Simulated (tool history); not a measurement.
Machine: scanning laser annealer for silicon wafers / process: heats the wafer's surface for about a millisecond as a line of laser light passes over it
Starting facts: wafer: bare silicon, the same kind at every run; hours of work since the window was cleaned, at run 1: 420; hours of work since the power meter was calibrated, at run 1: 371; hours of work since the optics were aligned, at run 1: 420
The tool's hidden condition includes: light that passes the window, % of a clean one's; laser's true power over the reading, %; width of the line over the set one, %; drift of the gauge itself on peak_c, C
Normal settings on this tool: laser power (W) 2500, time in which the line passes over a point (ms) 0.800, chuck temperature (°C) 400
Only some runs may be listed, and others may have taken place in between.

run   hour  laser power (W)  time in which the line passes over a point (ms)  chuck temperature (°C)  hours of work since the window was cleaned  hours of work since the power meter was calibrated  hours of work since the optics were aligned  highest temperature of the surface (°C)
  1    0.0             2500                                            0.800                     400                                         420                                                 371                                          420                                     1159
  2   24.5             2500                                            0.800                     400                                         435                                                 387                                          435                                     1159
  3   43.7             2500                                            0.800                     400                                         447                                                 399                                          447                                     1157
  4   64.0             2500                                            0.695                     400                                         460                                                 412                                          460                                     1104
  5   78.3             2500                                            0.695                     400                                         469                                                 421                                          469                                     1104
     102.8  -- window over the wafer cleaned
  6  106.9             2500                                            0.800                     402                                           3                                                 437                                          486                                     1177
  7  119.9             2500                                            0.800                     402                                          11                                                 446                                          494                                     1174
  8  143.7             2500                                            0.800                     402                                          26                                                 461                                          509                                     1179
  9  157.9             2349                                            0.800                     400                                          35                                                 470                                          518                                     1126
 10  171.9             2500                                            0.702                     400                                          44                                                 478                                          527                                     1122
 11  194.7             2500                                            0.702                     400                                          58                                                 493                                          541                                     1121
 12  222.2             2500                                            0.700                     400                                          75                                                 510                                          559                                     1118
 13  238.4             2500                                            0.614                     400                                          86                                                 521                                          569                                     1069
     245.4  -- optics aligned, line set to its width
 14  260.0             2126                                            0.994                     412                                          96                                                 531                                            9                                     1139
 15  287.3             2126                                            0.994                     381                                         113                                                 548                                           27                                     1107
 16  299.7             2126                                            0.994                     381                                         121                                                 556                                           34                                     1110
     315.3  -- optics aligned, line set to its width, once more
 17  318.8             2554                                            0.590                     400                                         130                                                 565                                            2                                     1074
 18  343.2             2554                                            0.590                     400                                         146                                                 580                                           18                                     1072
 19  358.1             2500                                            0.566                     385                                         155                                                 590                                           27                                     1030

The same runs without the tool's hidden state, with the same run-to-run variation:
run  highest temperature of the surface (°C)
  1                                     1173
  2                                     1174
  3                                     1172
  4                                     1118
  5                                     1119
  6                                     1175
  7                                     1174
  8                                     1178
  9                                     1126
 10                                     1123
 11                                     1122
 12                                     1120
 13                                     1071
 14                                     1142
 15                                     1110
 16                                     1114
 17                                     1073
 18                                     1072
 19                                     1030

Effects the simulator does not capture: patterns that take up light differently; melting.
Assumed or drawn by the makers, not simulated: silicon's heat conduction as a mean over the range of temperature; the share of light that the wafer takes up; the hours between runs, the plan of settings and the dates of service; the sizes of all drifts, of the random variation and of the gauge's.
